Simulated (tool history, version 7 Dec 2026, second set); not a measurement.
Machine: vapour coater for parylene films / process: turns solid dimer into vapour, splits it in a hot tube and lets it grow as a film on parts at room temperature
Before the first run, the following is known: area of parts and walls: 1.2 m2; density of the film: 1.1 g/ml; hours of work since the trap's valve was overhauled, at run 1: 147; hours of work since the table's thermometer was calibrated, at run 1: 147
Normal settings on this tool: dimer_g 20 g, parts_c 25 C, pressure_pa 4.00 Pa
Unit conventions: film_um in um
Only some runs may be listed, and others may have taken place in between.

run	hour	dimer_g	parts_c	pressure_pa	hours of work since the trap's valve was overhauled	hours of work since the table's thermometer was calibrated	film_um
1	0.0	20	25	4.00	147	147	8.46
2	19.4	20	25	4.00	162	162	8.41
3	29.6	20	22	4.00	169	169	9.16
4	46.3	20	25	4.00	182	182	8.35
5	66.7	20	25	4.00	198	198	8.31
6	90.4	20	25	4.00	216	216	8.19
7	101.8	20	34	4.00	225	225	6.29
8	119.3	10	25	8.26	238	238	3.48
9	134.0	10	25	8.26	250	250	3.52
# hour 150.3: trap's valve overhauled
10	162.7	30	25	5.17	9	269	12.98
11	173.3	9	25	4.00	18	277	4.08
12	193.6	9	25	4.00	33	292	4.03

A few steps of film_um between consecutive runs. Split each: what settings, incoming material and random variation would produce without the hidden state, and what is left over for the hidden state, along with gauge scatter present in only one of the two compared results (measured, and without hidden state):
What the log doesn't record here: vapour lost through the trap's worn valve, %; true temperature of the parts over the reading, C; drift of the gauge itself on film_um, %.
Run 9 -> 10: dimer_g 10 -> 30, pressure_pa 8.26 -> 5.17, trap's valve overhauled. film_um +9.46 um: hidden state +0.46, all else +9.00.
